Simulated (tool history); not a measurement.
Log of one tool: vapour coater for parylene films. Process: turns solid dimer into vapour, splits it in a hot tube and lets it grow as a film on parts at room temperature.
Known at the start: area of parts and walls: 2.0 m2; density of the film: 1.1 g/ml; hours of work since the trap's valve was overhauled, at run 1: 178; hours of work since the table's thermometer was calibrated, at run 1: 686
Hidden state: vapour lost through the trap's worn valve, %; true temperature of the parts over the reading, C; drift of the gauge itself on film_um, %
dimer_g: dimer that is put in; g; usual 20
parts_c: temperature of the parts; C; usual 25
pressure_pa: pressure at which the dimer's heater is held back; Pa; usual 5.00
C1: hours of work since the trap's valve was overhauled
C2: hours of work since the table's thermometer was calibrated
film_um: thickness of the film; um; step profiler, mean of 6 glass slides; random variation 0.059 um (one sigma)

run 1 hour=0.0 | dimer_g=20 parts_c=25 pressure_pa=5.00 | C1=178 C2=686 | film_um=6.32
run 2 hour=42.8 | dimer_g=20 parts_c=25 pressure_pa=5.00 | C1=210 C2=718 | film_um=6.26
run 3 hour=67.3 | dimer_g=20 parts_c=25 pressure_pa=5.90 | C1=228 C2=737 | film_um=6.20
run 4 hour=92.6 | dimer_g=20 parts_c=25 pressure_pa=5.43 | C1=247 C2=755 | film_um=6.16
run 5 hour=114.9 | dimer_g=20 parts_c=25 pressure_pa=5.00 | C1=264 C2=772 | film_um=6.15
run 6 hour=135.8 | dimer_g=20 parts_c=25 pressure_pa=5.00 | C1=279 C2=788 | film_um=6.09
run 7 hour=156.2 | dimer_g=20 parts_c=18 pressure_pa=5.00 | C1=295 C2=803 | film_um=8.28
run 8 hour=175.1 | dimer_g=20 parts_c=18 pressure_pa=5.00 | C1=309 C2=817 | film_um=8.14
run 9 hour=202.1 | dimer_g=20 parts_c=18 pressure_pa=5.00 | C1=329 C2=837 | film_um=8.22
run 10 hour=240.5 | dimer_g=20 parts_c=25 pressure_pa=5.00 | C1=358 C2=866 | film_um=5.86
-- hour=257.4 trap's valve overhauled
run 11 hour=281.2 | dimer_g=34 parts_c=25 pressure_pa=5.00 | C1=18 C2=894 | film_um=11.00
run 12 hour=323.6 | dimer_g=34 parts_c=25 pressure_pa=5.00 | C1=49 C2=925 | film_um=10.88
run 13 hour=366.1 | dimer_g=34 parts_c=25 pressure_pa=5.00 | C1=81 C2=957 | film_um=10.59
run 14 hour=385.1 | dimer_g=34 parts_c=25 pressure_pa=5.00 | C1=95 C2=971 | film_um=10.71
run 15 hour=425.3 | dimer_g=34 parts_c=25 pressure_pa=5.00 | C1=125 C2=1001 | film_um=10.70
-- hour=429.3 table's thermometer calibrated
run 16 hour=450.8 | dimer_g=10 parts_c=25 pressure_pa=2.56 | C1=144 C2=16 | film_um=3.41
run 17 hour=475.8 | dimer_g=11 parts_c=25 pressure_pa=2.86 | C1=163 C2=35 | film_um=3.76
run 18 hour=511.1 | dimer_g=32 parts_c=19 pressure_pa=5.00 | C1=189 C2=61 | film_um=13.32
run 19 hour=550.1 | dimer_g=32 parts_c=19 pressure_pa=5.00 | C1=218 C2=90 | film_um=13.31
run 20 hour=578.9 | dimer_g=9 parts_c=25 pressure_pa=7.97 | C1=240 C2=112 | film_um=2.78
run 21 hour=611.1 | dimer_g=35 parts_c=25 pressure_pa=6.88 | C1=264 C2=136 | film_um=10.89
run 22 hour=650.4 | dimer_g=35 parts_c=25 pressure_pa=6.88 | C1=293 C2=165 | film_um=10.68
run 23 hour=693.5 | dimer_g=15 parts_c=17 pressure_pa=8.12 | C1=325 C2=198 | film_um=6.04
run 24 hour=712.6 | dimer_g=15 parts_c=17 pressure_pa=8.12 | C1=340 C2=212 | film_um=6.07
run 25 hour=736.6 | dimer_g=16 parts_c=28 pressure_pa=3.66 | C1=358 C2=230 | film_um=4.33
-- hour=754.4 trap's valve overhauled
run 26 hour=781.9 | dimer_g=16 parts_c=28 pressure_pa=3.66 | C1=21 C2=261 | film_um=4.70
run 27 hour=822.0 | dimer_g=16 parts_c=28 pressure_pa=3.66 | C1=51 C2=291 | film_um=4.66
run 28 hour=849.7 | dimer_g=20 parts_c=25 pressure_pa=3.76 | C1=71 C2=311 | film_um=6.67

Forecast each of these 5 alternatives for the next run:
run A hour=893.1 | dimer_g=20 parts_c=25 pressure_pa=2.76 | C1=104 C2=344 | film_um=?
run B hour=893.1 | dimer_g=29 parts_c=33 pressure_pa=10.53 | C1=104 C2=344 | film_um=?
run C hour=893.1 | dimer_g=26 parts_c=25 pressure_pa=5.00 | C1=104 C2=344 | film_um=?
run D hour=893.1 | dimer_g=20 parts_c=20 pressure_pa=5.00 | C1=104 C2=344 | film_um=?
run E hour=893.1 | dimer_g=36 parts_c=22 pressure_pa=5.09 | C1=104 C2=344 | film_um=?

run=A film_um=6.69
run=B film_um=6.24
run=C film_um=8.26
run=D film_um=8.27
run=E film_um=13.36
Without the tool's hidden state the same runs would have given:
run=A film_um=7.08
run=B film_um=6.61
run=C film_um=8.75
run=D film_um=8.76
run=E film_um=14.15
